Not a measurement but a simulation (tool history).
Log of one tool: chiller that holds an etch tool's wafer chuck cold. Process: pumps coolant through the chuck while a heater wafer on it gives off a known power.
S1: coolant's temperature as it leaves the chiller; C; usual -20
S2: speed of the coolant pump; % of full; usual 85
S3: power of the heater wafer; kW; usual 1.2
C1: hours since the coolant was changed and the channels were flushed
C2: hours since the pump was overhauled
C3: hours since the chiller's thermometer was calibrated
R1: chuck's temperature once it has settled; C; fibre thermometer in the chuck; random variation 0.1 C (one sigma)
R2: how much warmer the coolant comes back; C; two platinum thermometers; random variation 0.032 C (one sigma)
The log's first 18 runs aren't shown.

run	hour	S1	S2	S3	C1	C2	C3	R1	R2
19	1020.4	-10	78	1.28	3681	4049	2566	3	4.91
20	1062.2	-10	91	1.28	3722	4091	2608	1.6	4.23
21	1113.3	-10	91	1.28	3773	4142	2659	1.6	4.28
# hour 1164.2: chiller's thermometer calibrated
22	1200.9	-20	99	0.938	3860	4229	37	-11.9	2.9
23	1255.3	-20	94	1.174	3914	4283	91	-9.5	3.82
24	1320.7	-20	94	1.174	3980	4348	156	-9.5	3.89
25	1375.8	-18	85	1.113	4035	4403	212	-7.4	4.08
26	1450.5	-18	85	1.113	4110	4478	286	-7.4	4.09
# hour 1498.3: gauge calibrated
27	1521.6	-21	94	1.628	4181	4549	357	-6.6	4.88
28	1596.2	-20	86	0.808	4255	4624	432	-12.4	2.69
29	1632.6	-13	89	0.787	4292	4660	468	-5.8	2.52
30	1693.2	-16	88	0.705	4352	4721	529	-9.4	2.27
31	1733.6	-15	88	0.705	4393	4761	569	-8.4	2.26
32	1780.1	-15	88	0.705	4439	4808	616	-8.3	2.31

Forecast each of these 3 alternatives for the next run:
A	1862.3	-15	90	1.238	4521	4890	698	?	?
B	1862.3	-28	88	1.676	4521	4890	698	?	?
C	1862.3	-15	85	0.705	4521	4890	698	?	?

run	R1	R2
A	-3.6	4.04
B	-12.4	5.43
C	-8.4	2.45
Without the tool's hidden state the same runs would have given:
run	R1	R2
A	-3.6	3.93
B	-12.4	5.32
C	-8.4	2.34
